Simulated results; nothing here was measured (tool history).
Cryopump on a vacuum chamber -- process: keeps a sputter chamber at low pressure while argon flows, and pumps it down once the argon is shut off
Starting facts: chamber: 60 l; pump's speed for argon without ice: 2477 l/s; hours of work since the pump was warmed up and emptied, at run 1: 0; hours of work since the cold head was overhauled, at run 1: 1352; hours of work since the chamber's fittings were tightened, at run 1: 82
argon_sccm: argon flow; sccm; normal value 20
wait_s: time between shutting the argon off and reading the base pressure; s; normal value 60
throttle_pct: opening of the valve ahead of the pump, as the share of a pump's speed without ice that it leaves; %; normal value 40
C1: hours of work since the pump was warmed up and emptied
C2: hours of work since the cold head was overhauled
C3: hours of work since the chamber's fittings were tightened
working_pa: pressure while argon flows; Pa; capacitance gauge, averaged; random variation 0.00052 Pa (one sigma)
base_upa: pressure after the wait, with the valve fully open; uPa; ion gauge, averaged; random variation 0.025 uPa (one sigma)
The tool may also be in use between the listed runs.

run 1 day=0 | argon_sccm=20 wait_s=60 throttle_pct=40 | C1=0 C2=1352 C3=82 | working_pa=0.0355 base_upa=1.11
run 2 day=2.779 | argon_sccm=20 wait_s=60 throttle_pct=40 | C1=59 C2=1410 C3=140 | working_pa=0.0353 base_upa=1.09
run 3 day=5.454 | argon_sccm=20 wait_s=60 throttle_pct=40 | C1=115 C2=1467 C3=197 | working_pa=0.0346 base_upa=1.14
run 4 day=7.246 | argon_sccm=20 wait_s=60 throttle_pct=40 | C1=153 C2=1505 C3=235 | working_pa=0.0348 base_upa=1.2
run 5 day=11.325 | argon_sccm=20 wait_s=60 throttle_pct=40 | C1=239 C2=1591 C3=321 | working_pa=0.0361 base_upa=1.26
run 6 day=13.45 | argon_sccm=20 wait_s=60 throttle_pct=30 | C1=284 C2=1636 C3=366 | working_pa=0.0476 base_upa=1.27
run 7 day=15.508 | argon_sccm=20 wait_s=60 throttle_pct=30 | C1=328 C2=1679 C3=409 | working_pa=0.0475 base_upa=1.32
run 8 day=17.838 | argon_sccm=20 wait_s=60 throttle_pct=30 | C1=377 C2=1729 C3=459 | working_pa=0.048 base_upa=1.33
run 9 day=21.396 | argon_sccm=10 wait_s=60 throttle_pct=30 | C1=452 C2=1804 C3=534 | working_pa=0.0239 base_upa=1.42
run 10 day=24.488 | argon_sccm=10 wait_s=60 throttle_pct=30 | C1=517 C2=1869 C3=599 | working_pa=0.0237 base_upa=1.53
run 11 day=26.842 | argon_sccm=10 wait_s=60 throttle_pct=30 | C1=567 C2=1919 C3=649 | working_pa=0.025 base_upa=1.52
run 12 day=29.425 | argon_sccm=20 wait_s=60 throttle_pct=37 | C1=622 C2=1973 C3=703 | working_pa=0.0419 base_upa=1.54
-- day=31.233 pump warmed up, emptied and cooled again
run 13 day=31.8 | argon_sccm=20 wait_s=60 throttle_pct=37 | C1=12 C2=2019 C3=749 | working_pa=0.037 base_upa=1.43
run 14 day=34.183 | argon_sccm=20 wait_s=60 throttle_pct=37 | C1=62 C2=2070 C3=799 | working_pa=0.0377 base_upa=1.58
run 15 day=37.962 | argon_sccm=20 wait_s=60 throttle_pct=37 | C1=142 C2=2149 C3=879 | working_pa=0.0376 base_upa=1.59
run 16 day=41.45 | argon_sccm=20 wait_s=60 throttle_pct=37 | C1=216 C2=2223 C3=953 | working_pa=0.0393 base_upa=1.64
-- day=44.671 leaking fittings of the chamber tightened, without venting
run 17 day=44.688 | argon_sccm=20 wait_s=60 throttle_pct=40 | C1=282 C2=2290 C3=0 | working_pa=0.0362 base_upa=1.08
run 18 day=47.762 | argon_sccm=37 wait_s=60 throttle_pct=40 | C1=348 C2=2355 C3=65 | working_pa=0.0694 base_upa=1.12
run 19 day=52.008 | argon_sccm=37 wait_s=60 throttle_pct=40 | C1=437 C2=2444 C3=155 | working_pa=0.0694 base_upa=1.19
run 20 day=54.046 | argon_sccm=20 wait_s=86 throttle_pct=40 | C1=480 C2=2488 C3=198 | working_pa=0.0382 base_upa=0.95
run 21 day=56.575 | argon_sccm=20 wait_s=86 throttle_pct=40 | C1=534 C2=2541 C3=251 | working_pa=0.0394 base_upa=0.99
run 22 day=60.346 | argon_sccm=8 wait_s=178 throttle_pct=40 | C1=613 C2=2621 C3=331 | working_pa=0.0161 base_upa=0.72
-- day=62.667 pump warmed up, emptied and cooled again
run 23 day=62.971 | argon_sccm=26 wait_s=202 throttle_pct=38 | C1=6 C2=2672 C3=382 | working_pa=0.0464 base_upa=0.55
run 24 day=65.421 | argon_sccm=26 wait_s=202 throttle_pct=38 | C1=58 C2=2723 C3=434 | working_pa=0.0483 base_upa=0.65
run 25 day=68.762 | argon_sccm=26 wait_s=202 throttle_pct=38 | C1=129 C2=2794 C3=505 | working_pa=0.0482 base_upa=0.66
run 26 day=72.2 | argon_sccm=8 wait_s=205 throttle_pct=40 | C1=201 C2=2867 C3=577 | working_pa=0.0138 base_upa=0.76
run 27 day=74.479 | argon_sccm=8 wait_s=205 throttle_pct=40 | C1=250 C2=2915 C3=625 | working_pa=0.014 base_upa=0.82
run 28 day=77.862 | argon_sccm=38 wait_s=36 throttle_pct=16 | C1=321 C2=2986 C3=697 | working_pa=0.1675 base_upa=2.15
run 29 day=80.271 | argon_sccm=19 wait_s=29 throttle_pct=27 | C1=372 C2=3037 C3=748 | working_pa=0.0511 base_upa=2.54
run 30 day=82.404 | argon_sccm=20 wait_s=295 throttle_pct=40 | C1=417 C2=3082 C3=793 | working_pa=0.0378 base_upa=0.95
run 31 day=86 | argon_sccm=20 wait_s=295 throttle_pct=40 | C1=493 C2=3158 C3=869 | working_pa=0.0391 base_upa=1.02
run 32 day=90.375 | argon_sccm=20 wait_s=295 throttle_pct=40 | C1=585 C2=3251 C3=961 | working_pa=0.0386 base_upa=1.12
-- day=93.488 leaking fittings of the chamber tightened, without venting
-- day=94.062 pump warmed up, emptied and cooled again
run 33 day=95.004 | argon_sccm=20 wait_s=103 throttle_pct=58 | C1=20 C2=3342 C3=28 | working_pa=0.0246 base_upa=0.7
run 34 day=98.542 | argon_sccm=20 wait_s=103 throttle_pct=58 | C1=95 C2=3417 C3=102 | working_pa=0.0248 base_upa=0.72

Below, some changes in working_pa between adjacent runs. For each, the amount present without the hidden state too (settings, incoming material, random variation) and the amount remaining for the hidden state with gauge scatter not shared by both compared results:
The hidden state here: pump's speed, % of a pump's without ice; cold plate's temperature, K; leak into the chamber, uPa l/s; drift of the gauge itself on working_pa, %; drift of the gauge itself on base_upa, %.
Run 12 -> 13: pump warmed up, emptied and cooled again. working_pa -0.0049 Pa: hidden state -0.0044, all else -0.0005.
Run 25 -> 26: argon_sccm 26 -> 8, wait_s 202 -> 205, throttle_pct 38 -> 40. working_pa -0.0344 Pa: hidden state -0.001, all else -0.0334.
Run 27 -> 28: argon_sccm 8 -> 38, wait_s 205 -> 36, throttle_pct 40 -> 16. working_pa +0.1535 Pa: hidden state +0.0041, all else +0.1494.
Run 28 -> 29: argon_sccm 38 -> 19, wait_s 36 -> 29, throttle_pct 16 -> 27. working_pa -0.1164 Pa: hidden state -0.002, all else -0.1144.
Run 32 -> 33: wait_s 295 -> 103, throttle_pct 40 -> 58, leaking fittings of the chamber tightened, without venting, pump warmed up, emptied and cooled again. working_pa -0.014 Pa: hidden state -0.0039, all else -0.0101.
